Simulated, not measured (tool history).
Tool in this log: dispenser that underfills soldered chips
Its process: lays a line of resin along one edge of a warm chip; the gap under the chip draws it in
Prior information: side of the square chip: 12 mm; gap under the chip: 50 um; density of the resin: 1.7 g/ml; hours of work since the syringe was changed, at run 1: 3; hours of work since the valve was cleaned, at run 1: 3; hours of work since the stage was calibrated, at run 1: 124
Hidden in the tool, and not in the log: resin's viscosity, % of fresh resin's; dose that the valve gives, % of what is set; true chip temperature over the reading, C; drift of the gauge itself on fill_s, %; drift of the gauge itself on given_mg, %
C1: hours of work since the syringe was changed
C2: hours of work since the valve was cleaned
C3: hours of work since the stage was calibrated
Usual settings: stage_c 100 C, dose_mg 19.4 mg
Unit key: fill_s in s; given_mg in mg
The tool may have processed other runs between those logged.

Run 1, hour 0.0: usual settings; C1 3; C2 3; C3 124. Result: fill_s 56.3 s, given_mg 19.27 mg.
Run 2, hour 4.7: usual settings; C1 6; C2 6; C3 127. Result: fill_s 73.5 s, given_mg 19.32 mg.
Run 3, hour 7.0: usual settings; C1 8; C2 8; C3 129. Result: fill_s 84.4 s, given_mg 19.27 mg.
Run 4, hour 9.9: usual settings but dose_mg 17.6 mg; C1 10; C2 10; C3 131. Result: fill_s 102.8 s, given_mg 17.66 mg.
Run 5, hour 12.7: usual settings but dose_mg 17.6 mg; C1 11; C2 11; C3 133. Result: fill_s 117.8 s, given_mg 17.35 mg.
At hour 13.3: new syringe of resin.
Run 6, hour 16.9: usual settings but dose_mg 17.6 mg; C1 2; C2 14; C3 135. Result: fill_s 52.1 s, given_mg 17.28 mg.
Run 7, hour 20.9: usual settings but dose_mg 17.6 mg; C1 5; C2 16; C3 138. Result: fill_s 67.0 s, given_mg 17.31 mg.
Run 8, hour 24.8: usual settings but stage_c 97 C; C1 7; C2 19; C3 140. Result: fill_s 89.0 s, given_mg 19.02 mg.
Run 9, hour 29.6: usual settings but dose_mg 22.2 mg; C1 10; C2 22; C3 143. Result: fill_s 104.6 s, given_mg 21.57 mg.
At hour 31.7: new syringe of resin.
Run 10, hour 32.3: usual settings; C1 0; C2 23; C3 145. Result: fill_s 43.3 s, given_mg 18.90 mg.
Run 11, hour 34.7: usual settings but dose_mg 21.2 mg; C1 2; C2 25; C3 146. Result: fill_s 50.3 s, given_mg 20.74 mg.
Run 12, hour 39.4: usual settings but stage_c 96 C, dose_mg 21.2 mg; C1 5; C2 28; C3 149. Result: fill_s 74.8 s, given_mg 20.82 mg.
Run 13, hour 41.9: usual settings but stage_c 96 C, dose_mg 21.2 mg; C1 7; C2 30; C3 151. Result: fill_s 84.7 s, given_mg 20.77 mg.
Run 14, hour 44.8: usual settings but stage_c 96 C, dose_mg 21.2 mg; C1 8; C2 31; C3 153. Result: fill_s 100.3 s, given_mg 20.57 mg.
Run 15, hour 47.7: usual settings; C1 10; C2 33; C3 154. Result: fill_s 105.7 s, given_mg 18.74 mg.
At hour 50.4: new syringe of resin.
Run 16, hour 50.8: usual settings but dose_mg 18.3 mg; C1 0; C2 35; C3 156. Result: fill_s 45.2 s, given_mg 17.65 mg.
Run 17, hour 54.2: usual settings but dose_mg 18.3 mg; C1 2; C2 37; C3 158. Result: fill_s 54.8 s, given_mg 17.64 mg.
Run 18, hour 58.6: usual settings; C1 5; C2 40; C3 161. Result: fill_s 69.6 s, given_mg 18.54 mg.
Run 19, hour 61.8: usual settings; C1 7; C2 42; C3 163. Result: fill_s 82.4 s, given_mg 18.67 mg.
Run 20, hour 65.4: usual settings but stage_c 96 C; C1 10; C2 44; C3 165. Result: fill_s 114.6 s, given_mg 18.58 mg.
At hour 68.9: new syringe of resin.
Run 21, hour 70.3: usual settings but stage_c 96 C; C1 1; C2 47; C3 168. Result: fill_s 52.2 s, given_mg 18.54 mg.
Run 22, hour 74.2: usual settings but stage_c 96 C; C1 3; C2 50; C3 171. Result: fill_s 64.7 s, given_mg 18.54 mg.
Run 23, hour 76.9: usual settings but stage_c 96 C; C1 5; C2 52; C3 173. Result: fill_s 76.0 s, given_mg 18.35 mg.
Run 24, hour 81.4: usual settings but stage_c 103 C, dose_mg 19.7 mg; C1 8; C2 54; C3 176. Result: fill_s 78.3 s, given_mg 18.66 mg.
Run 25, hour 86.0: usual settings but stage_c 113 C; C1 11; C2 57; C3 178. Result: fill_s 77.6 s, given_mg 18.31 mg.
At hour 87.5: new syringe of resin.
Run 26, hour 88.4: usual settings but stage_c 110 C, dose_mg 23.2 mg; C1 1; C2 59; C3 180. Result: fill_s 32.7 s, given_mg 21.86 mg.
Run 27, hour 91.1: usual settings but stage_c 110 C, dose_mg 23.2 mg; C1 2; C2 60; C3 182. Result: fill_s 38.0 s, given_mg 21.96 mg.
Run 28, hour 93.7: usual settings but stage_c 99 C, dose_mg 17.8 mg; C1 4; C2 62; C3 183. Result: fill_s 64.8 s, given_mg 16.77 mg.
Run 29, hour 96.8: usual settings but stage_c 94 C, dose_mg 23.8 mg; C1 6; C2 64; C3 185. Result: fill_s 87.2 s, given_mg 22.22 mg.
Run 30, hour 99.3: usual settings but stage_c 107 C, dose_mg 23.9 mg; C1 8; C2 66; C3 187. Result: fill_s 66.5 s, given_mg 22.44 mg.
Run 31, hour 103.1: usual settings but stage_c 107 C, dose_mg 23.9 mg; C1 10; C2 68; C3 189. Result: fill_s 82.7 s, given_mg 22.32 mg.
Run 32, hour 105.3: usual settings but dose_mg 22.2 mg; C1 11; C2 69; C3 191. Result: fill_s 117.1 s, given_mg 20.63 mg.
At hour 105.9: new syringe of resin.
Run 33, hour 108.8: usual settings but dose_mg 22.2 mg; C1 2; C2 71; C3 193. Result: fill_s 49.3 s, given_mg 20.70 mg.
Run 34, hour 111.6: usual settings but stage_c 94 C; C1 4; C2 73; C3 194. Result: fill_s 70.2 s, given_mg 18.10 mg.
Run 35, hour 113.6: usual settings but dose_mg 18.9 mg; C1 5; C2 75; C3 196. Result: fill_s 66.5 s, given_mg 17.61 mg.
Run 36, hour 117.5: usual settings but stage_c 110 C, dose_mg 25.0 mg; C1 7; C2 77; C3 198. Result: fill_s 60.1 s, given_mg 23.15 mg.

Hidden condition of the tool, last listed run before each entry between runs versus first listed run after:
In the gap between runs 5 and 6: new syringe of resin (hour 13.3)
  resin's viscosity, % of fresh resin's: 275.1 -> 122.7; dose that the valve gives, % of what is set: 98.96 -> 98.68; true chip temperature over the reading, C: -0.5 -> -0.52
  measured minus no-state result, fill_s: +75.5 -> +10.4 s; given_mg: -0.19 -> -0.23 mg
In the gap between runs 9 and 10: new syringe of resin (hour 31.7)
  resin's viscosity, % of fresh resin's: 250.8 -> 104.3; dose that the valve gives, % of what is set: 97.89 -> 97.75; true chip temperature over the reading, C: -0.57 -> -0.58
  measured minus no-state result, fill_s: +63.6 -> +2.6 s; given_mg: -0.46 -> -0.44 mg
In the gap between runs 15 and 16: new syringe of resin (hour 50.4)
  resin's viscosity, % of fresh resin's: 247.8 -> 105.3; dose that the valve gives, % of what is set: 96.76 -> 96.59; true chip temperature over the reading, C: -0.65 -> -0.66
  measured minus no-state result, fill_s: +64.2 -> +3.5 s; given_mg: -0.63 -> -0.62 mg
In the gap between runs 20 and 21: new syringe of resin (hour 68.9)
  resin's viscosity, % of fresh resin's: 238.9 -> 107.2; dose that the valve gives, % of what is set: 95.69 -> 95.39; true chip temperature over the reading, C: -0.72 -> -0.74
  measured minus no-state result, fill_s: +68.2 -> +4.9 s; given_mg: -0.83 -> -0.90 mg
In the gap between runs 25 and 26: new syringe of resin (hour 87.5)
  resin's viscosity, % of fresh resin's: 259.3 -> 105.5; dose that the valve gives, % of what is set: 94.46 -> 94.34; true chip temperature over the reading, C: -0.81 -> -0.82
  measured minus no-state result, fill_s: +48.4 -> +2.5 s; given_mg: -1.07 -> -1.31 mg
In the gap between runs 32 and 33: new syringe of resin (hour 105.9)
  resin's viscosity, % of fresh resin's: 272.6 -> 116.7; dose that the valve gives, % of what is set: 93.27 -> 93.06; true chip temperature over the reading, C: -0.89 -> -0.91
  measured minus no-state result, fill_s: +75.3 -> +8.4 s; given_mg: -1.49 -> -1.54 mg
